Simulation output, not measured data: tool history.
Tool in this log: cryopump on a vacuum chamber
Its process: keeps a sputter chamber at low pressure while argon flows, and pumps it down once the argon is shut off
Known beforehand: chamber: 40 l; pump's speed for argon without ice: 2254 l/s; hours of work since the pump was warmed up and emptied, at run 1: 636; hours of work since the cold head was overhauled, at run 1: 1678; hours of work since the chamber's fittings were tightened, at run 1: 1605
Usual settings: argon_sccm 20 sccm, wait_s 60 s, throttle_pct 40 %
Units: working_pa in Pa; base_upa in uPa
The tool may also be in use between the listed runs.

run	hour	argon_sccm	wait_s	throttle_pct	hours of work since the pump was warmed up and emptied	hours of work since the cold head was overhauled	hours of work since the chamber's fittings were tightened	working_pa	base_upa
1	0.0	20	60	40	636	1678	1605	0.0418	1.62
2	58.9	20	60	40	670	1712	1639	0.0412	1.67
3	127.8	20	60	40	709	1751	1678	0.0423	1.65
4	207.5	20	60	40	754	1796	1724	0.0427	1.81
5	249.8	20	60	40	779	1820	1748	0.0422	1.83
6	331.0	20	60	40	825	1867	1794	0.0429	1.84
7	399.2	20	60	40	864	1906	1833	0.0435	1.86
8	479.5	13	60	40	909	1951	1879	0.0278	1.92
9	515.6	13	60	40	930	1972	1899	0.0283	2.02
10	586.1	13	60	40	970	2012	1939	0.0291	2.00
11	645.4	31	146	42	1004	2046	1973	0.0663	1.79
# hour 698.9: pump warmed up, emptied and cooled again
12	716.8	20	60	18	10	2084	2011	0.0832	1.67
13	791.3	20	76	24	53	2126	2053	0.0632	1.60
14	849.2	20	60	40	86	2159	2086	0.0378	1.72
15	935.3	20	60	40	135	2208	2135	0.0378	1.77
16	1005.2	18	60	42	175	2248	2175	0.0334	1.79
17	1060.6	33	71	30	206	2280	2207	0.0851	1.76
18	1118.3	24	82	17	239	2313	2240	0.1073	1.67
19	1194.7	13	46	27	283	2356	2283	0.0365	2.03

Hidden state or all else? Some run-to-run changes of working_pa, split into what the settings, what came in and random variation would give without the hidden state, and what is left for the hidden state (with any gauge scatter that isn't in both results):
Hidden conditions of the tool in this case: pump's speed, % of a pump's without ice; cold plate's temperature, K; leak into the chamber, uPa l/s; drift of the gauge itself on working_pa, %; drift of the gauge itself on base_upa, %.
Run 11 -> 12: argon_sccm 31 -> 20, wait_s 146 -> 60, throttle_pct 42 -> 18, pump warmed up, emptied and cooled again. working_pa +0.0169 Pa: hidden state -0.0104, all else +0.0273.
Run 18 -> 19: argon_sccm 24 -> 13, wait_s 82 -> 46, throttle_pct 17 -> 27. working_pa -0.0708 Pa: hidden state -0.0007, all else -0.0701.

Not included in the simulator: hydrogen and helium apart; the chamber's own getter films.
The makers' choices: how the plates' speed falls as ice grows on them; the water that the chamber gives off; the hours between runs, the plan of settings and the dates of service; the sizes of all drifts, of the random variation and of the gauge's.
